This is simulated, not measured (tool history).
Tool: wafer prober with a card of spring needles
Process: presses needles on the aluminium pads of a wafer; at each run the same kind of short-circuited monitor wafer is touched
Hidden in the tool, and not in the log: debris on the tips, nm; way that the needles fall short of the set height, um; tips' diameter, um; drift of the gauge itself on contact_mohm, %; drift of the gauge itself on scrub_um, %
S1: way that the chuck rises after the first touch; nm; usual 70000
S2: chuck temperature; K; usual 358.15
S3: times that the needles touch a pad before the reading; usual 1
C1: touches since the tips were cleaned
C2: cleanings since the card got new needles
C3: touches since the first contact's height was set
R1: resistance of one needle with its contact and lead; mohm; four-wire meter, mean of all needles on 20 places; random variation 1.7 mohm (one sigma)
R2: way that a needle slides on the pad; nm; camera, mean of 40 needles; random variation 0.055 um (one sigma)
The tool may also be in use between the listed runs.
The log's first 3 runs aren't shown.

run,hour,S1,S2,S3,C1,C2,C3,R1,R2
4,17.3,70000,358.15,1,4464,29,168464,214,17800
# hour 19.0: tips cleaned on abrasive film
5,25.4,70000,358.15,1,4342,30,173904,213,17860
# hour 27.2: tips cleaned on abrasive film
6,29.7,70000,358.15,1,1721,31,176790,198,17680
# hour 35.3: tips cleaned on abrasive film
7,39.8,70000,358.15,1,3075,32,183584,209,17770
# hour 42.9: tips cleaned on abrasive film
# hour 44.9: height of the first contact set anew
8,49.6,70000,358.15,1,4387,33,3236,209,18260
# hour 51.0: tips cleaned on abrasive film
9,57.0,71000,358.15,1,4106,34,8192,209,18510
# hour 58.9: tips cleaned on abrasive film
10,64.1,70000,358.15,1,3568,35,12977,210,18240
# hour 66.6: tips cleaned on abrasive film
11,71.0,70000,358.15,1,2990,36,17574,205,18210
# hour 74.5: tips cleaned on abrasive film
12,76.8,70000,358.15,1,1553,37,21441,199,18210
# hour 82.3: tips cleaned on abrasive film
13,86.8,70000,358.15,1,3029,38,28154,207,18210
# hour 90.4: tips cleaned on abrasive film
14,97.3,70000,358.15,1,4669,39,35212,214,18100
# hour 98.7: tips cleaned on abrasive film
# hour 106.2: tips cleaned on abrasive film
15,106.3,70000,358.15,1,20,41,41197,172,18220
16,113.4,70000,358.15,1,4867,41,46044,217,18140
# hour 114.1: tips cleaned on abrasive film
17,119.9,70000,358.15,1,3955,42,50421,214,18130
# hour 121.9: tips cleaned on abrasive film
18,126.7,58000,311.15,2,3307,43,54968,193,15020
# hour 129.8: tips cleaned on abrasive film
19,134.3,67000,304.15,1,3061,44,60078,202,17310
# hour 137.5: tips cleaned on abrasive film
20,140.7,61000,333.15,1,2184,45,64355,208,15740
# hour 145.3: tips cleaned on abrasive film
21,150.0,80000,359.15,1,3191,46,70554,203,20660
# hour 153.3: tips cleaned on abrasive film
22,157.0,70000,309.15,1,2492,47,75264,203,17980
# hour 161.0: tips cleaned on abrasive film
23,165.8,61000,358.15,1,3297,48,81189,218,15760
# hour 168.5: tips cleaned on abrasive film
24,173.1,61000,358.15,1,3171,49,86106,223,15530
# hour 176.4: tips cleaned on abrasive film
25,179.2,64000,358.15,1,1912,50,90170,202,16430
# hour 184.4: tips cleaned on abrasive film
26,184.7,78000,332.15,3,229,51,93818,164,19990
27,191.7,56000,344.15,1,5013,51,98602,232,14370
# hour 192.7: tips cleaned on abrasive film
28,198.7,56000,344.15,1,4034,52,103243,230,14320

The next listed run, before its measurement:
# hour 200.6: tips cleaned on abrasive film
29,207.5,70000,352.15,1,4664,53,109153,?,?

R1: 216 mohm
R2: 17960 nm
Without the tool's hidden state the same run would have given R1 165 mohm, R2 18280 nm.
